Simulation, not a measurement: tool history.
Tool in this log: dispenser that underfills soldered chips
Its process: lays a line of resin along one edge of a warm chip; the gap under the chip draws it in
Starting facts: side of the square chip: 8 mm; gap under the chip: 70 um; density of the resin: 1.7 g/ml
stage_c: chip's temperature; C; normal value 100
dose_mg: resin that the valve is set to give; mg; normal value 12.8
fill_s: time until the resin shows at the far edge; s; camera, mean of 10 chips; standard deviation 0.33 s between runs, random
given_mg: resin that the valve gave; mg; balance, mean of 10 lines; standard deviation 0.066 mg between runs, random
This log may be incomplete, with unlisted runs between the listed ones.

Run 1, hour 0.0: usual settings. Result: fill_s 13.4 s, given_mg 12.80 mg.
At hour 9.8: new syringe of resin.
Run 2, hour 14.4: usual settings. Result: fill_s 15.3 s, given_mg 12.74 mg.
At hour 19.6: new syringe of resin.
At hour 29.2: new syringe of resin.
Run 3, hour 29.2: usual settings. Result: fill_s 12.9 s, given_mg 12.44 mg.
At hour 38.4: new syringe of resin.
Run 4, hour 44.6: usual settings. Result: fill_s 16.8 s, given_mg 12.41 mg.
At hour 48.5: new syringe of resin.
Run 5, hour 53.8: usual settings but stage_c 109 C. Result: fill_s 10.9 s, given_mg 12.42 mg.
At hour 58.5: new syringe of resin.
At hour 67.7: new syringe of resin.
Run 6, hour 68.9: usual settings. Result: fill_s 14.3 s, given_mg 12.40 mg.
Run 7, hour 75.6: usual settings. Result: fill_s 18.1 s, given_mg 12.15 mg.
At hour 77.1: new syringe of resin.
At hour 86.9: new syringe of resin.
Run 8, hour 89.7: usual settings. Result: fill_s 15.3 s, given_mg 12.19 mg.
At hour 96.5: new syringe of resin.
Run 9, hour 97.9: usual settings but stage_c 105 C, dose_mg 13.6 mg. Result: fill_s 11.2 s, given_mg 12.75 mg.
At hour 106.4: new syringe of resin.
Run 10, hour 107.2: usual settings but stage_c 111 C, dose_mg 16.3 mg. Result: fill_s 8.8 s, given_mg 15.16 mg.
Run 11, hour 114.2: usual settings but stage_c 92 C, dose_mg 16.3 mg. Result: fill_s 25.7 s, given_mg 15.07 mg.

Each row is a separate what-if for the run after 11, all from the same tool condition, not one after another. Results?
At hour 116.5: new syringe of resin.
At hour 126.2: new syringe of resin.
Run A, hour 130.0: usual settings but stage_c 103 C, dose_mg 14.2 mg. Result: fill_s ?, given_mg ?.
At hour 116.5: new syringe of resin.
At hour 126.2: new syringe of resin.
Run B, hour 130.0: usual settings but stage_c 105 C, dose_mg 12.9 mg. Result: fill_s ?, given_mg ?.
At hour 116.5: new syringe of resin.
At hour 126.2: new syringe of resin.
Run C, hour 130.0: usual settings but stage_c 104 C, dose_mg 13.8 mg. Result: fill_s ?, given_mg ?.
At hour 116.5: new syringe of resin.
At hour 126.2: new syringe of resin.
Run D, hour 130.0: usual settings but stage_c 92 C, dose_mg 11.9 mg. Result: fill_s ?, given_mg ?.

run  fill_s  given_mg
  A    13.3     13.14
  B    12.5     11.94
  C    12.5     12.64
  D    22.6     10.99
Without the tool's hidden state the same runs would have given:
run  fill_s  given_mg
  A    12.3     14.22
  B    11.6     12.93
  C    11.5     13.69
  D    20.8     11.89
